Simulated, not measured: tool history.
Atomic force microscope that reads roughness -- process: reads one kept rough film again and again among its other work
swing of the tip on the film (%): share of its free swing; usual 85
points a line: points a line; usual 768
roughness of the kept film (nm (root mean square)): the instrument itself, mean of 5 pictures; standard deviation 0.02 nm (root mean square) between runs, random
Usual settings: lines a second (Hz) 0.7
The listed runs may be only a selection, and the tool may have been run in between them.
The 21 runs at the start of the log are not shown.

run,hour,lines a second (Hz),swing of the tip on the film (%),points a line,roughness of the kept film (nm (root mean square))
# hour 164.9: new tip fitted
22,164.9,0.573,85,483,4.833
23,174.5,0.7,64,768,4.866
24,180.8,0.7,64,768,4.797
25,188.3,3.875,85,314,4.045
26,198.8,0.788,66,353,4.616
27,209.3,0.7,85,378,4.431
28,217.2,0.7,55,1006,4.492
29,224.7,0.73,85,309,4.293
30,233.4,2.464,67,460,4.216
31,240.9,2.41,67,460,4.204
# hour 250.9: new tip fitted
32,251.6,2.41,67,460,4.776
33,259.4,0.875,85,767,4.691
34,264.7,0.7,59,768,4.82

The next listed run, before its measurement:
35,272.7,3.063,70,574,?

{"run 35": {"roughness of the kept film (nm (root mean square))": 4.487}}
Without the tool's hidden state the same run would have given roughness of the kept film (nm (root mean square)) 4.744.

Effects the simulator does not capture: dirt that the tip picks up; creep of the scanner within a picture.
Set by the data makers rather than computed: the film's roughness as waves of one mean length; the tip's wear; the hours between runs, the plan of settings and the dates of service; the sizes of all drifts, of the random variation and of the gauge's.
